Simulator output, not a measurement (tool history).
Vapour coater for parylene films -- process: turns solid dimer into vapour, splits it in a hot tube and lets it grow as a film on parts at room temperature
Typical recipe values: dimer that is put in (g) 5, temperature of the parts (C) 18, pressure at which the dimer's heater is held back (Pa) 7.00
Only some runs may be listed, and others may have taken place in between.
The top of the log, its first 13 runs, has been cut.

run    hour  dimer that is put in (g)  temperature of the parts (C)  pressure at which the dimer's heater is held back (Pa)  hours of work since the trap's valve was overhauled  hours of work since the table's thermometer was calibrated  thickness of the film (um)
 14   679.6                         5                            18                                                    7.00                                                  502                                                         943                        3.72
      705.7  -- trap's valve overhauled
 15   731.3                         5                            18                                                    7.00                                                   19                                                         979                        4.06
 16   774.1                         5                            18                                                    7.00                                                   50                                                        1010                        4.04
 17   804.6                         6                            18                                                    7.00                                                   73                                                        1033                        4.89
 18   867.2                         6                            18                                                    7.00                                                  119                                                        1079                        4.86
 19   913.1                         6                            18                                                    7.00                                                  153                                                        1113                        4.74
 20   982.1                         6                            15                                                    4.97                                                  204                                                        1164                        5.59
 21  1029.9                         3                            12                                                    7.44                                                  239                                                        1199                        3.01
 22  1091.1                         3                            11                                                    7.55                                                  285                                                        1244                        3.17
 23  1158.0                         5                            18                                                    7.79                                                  334                                                        1294                        3.74
 24  1189.8                         3                            18                                                    7.79                                                  358                                                        1317                        2.28
 25  1257.3                         5                            12                                                    3.37                                                  407                                                        1367                        5.06
 26  1311.0                         5                            23                                                    2.53                                                  447                                                        1407                        3.26
 27  1364.3                         5                            23                                                    2.53                                                  486                                                        1446                        3.22
     1411.2  -- trap's valve overhauled
 28  1426.1                         5                            18                                                    3.62                                                   11                                                        1489                        4.29
 29  1486.5                         5                            12                                                    7.00                                                   56                                                        1533                        5.26
 30  1556.4                         5                            12                                                    2.18                                                  107                                                        1585                        5.39
 31  1609.4                         4                            18                                                    7.00                                                  146                                                        1624                        3.16
 32  1644.8                         5                            18                                                    9.61                                                  173                                                        1650                        3.85
 33  1699.4                         5                            14                                                    4.73                                                  213                                                        1691                        4.88
 34  1745.8                         4                            23                                                    7.47                                                  247                                                        1725                        2.46
 35  1792.9                         5                            16                                                    3.25                                                  282                                                        1760                        4.51

Predict each of these 3 candidate next runs independently; none follows another, all start after run 35:
  A  1837.5                         4                            12                                                    4.87                                                  315                                                        1793                           ?
  B  1837.5                         5                            23                                                    7.01                                                  315                                                        1793                           ?
  C  1837.5                         5                            29                                                    2.65                                                  315                                                        1793                           ?

run  thickness of the film (um)
  A                        4.18
  B                        3.03
  C                        2.48
Take away the tool's hidden state, keep each run's random variation, and the runs would have read:
run  thickness of the film (um)
  A                        4.49
  B                        3.40
  C                        2.79

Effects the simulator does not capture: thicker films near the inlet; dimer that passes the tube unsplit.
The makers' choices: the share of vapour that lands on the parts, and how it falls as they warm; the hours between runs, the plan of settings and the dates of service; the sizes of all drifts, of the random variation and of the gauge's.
